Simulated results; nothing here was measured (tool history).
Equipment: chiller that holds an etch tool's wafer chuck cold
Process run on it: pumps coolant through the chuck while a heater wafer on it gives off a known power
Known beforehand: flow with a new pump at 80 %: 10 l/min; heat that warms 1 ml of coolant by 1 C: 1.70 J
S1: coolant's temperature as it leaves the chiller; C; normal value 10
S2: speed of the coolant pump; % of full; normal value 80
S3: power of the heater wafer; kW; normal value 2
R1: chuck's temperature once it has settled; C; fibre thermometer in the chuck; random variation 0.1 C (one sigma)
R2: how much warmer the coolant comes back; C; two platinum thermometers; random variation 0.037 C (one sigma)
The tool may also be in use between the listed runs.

Run 1, hour 0: usual settings. Result: R1 30.7 C, R2 6.98 C.
Run 2, hour 27.8: usual settings. Result: R1 30.7 C, R2 7 C.
Run 3, hour 41.6: usual settings but S3 2.089 kW. Result: R1 31.6 C, R2 7.38 C.
Run 4, hour 56.4: usual settings but S3 2.089 kW. Result: R1 31.7 C, R2 7.37 C.
Run 5, hour 76: usual settings but S3 2.089 kW. Result: R1 31.5 C, R2 7.32 C.
Run 6, hour 91.8: usual settings but S3 2.089 kW. Result: R1 31.8 C, R2 7.37 C.
Run 7, hour 111.2: usual settings. Result: R1 30.8 C, R2 7.04 C.
Run 8, hour 134.6: usual settings. Result: R1 30.8 C, R2 7.04 C.
Run 9, hour 158.3: usual settings. Result: R1 30.7 C, R2 7.06 C.
Run 10, hour 173.8: usual settings. Result: R1 30.5 C, R2 7.04 C.
Run 11, hour 193.7: usual settings. Result: R1 30.8 C, R2 6.97 C.
Run 12, hour 207.8: usual settings but S2 96 % of full, S3 2.206 kW. Result: R1 29.6 C, R2 6.5 C.
Run 13, hour 232.7: usual settings but S1 11 C, S2 66 % of full, S3 1.179 kW. Result: R1 25.2 C, R2 5.09 C.

Run 14 has not been measured yet. What should we expect?
Run 14, hour 260.6: usual settings but S1 11 C, S2 66 % of full, S3 1.179 kW. Result: R1 ?, R2 ?.

R1: 25.3 C
R2: 5.06 C
With the hidden condition absent and the run-to-run variation left alone, this run would have shown R1 25.3 C, R2 5.06 C.
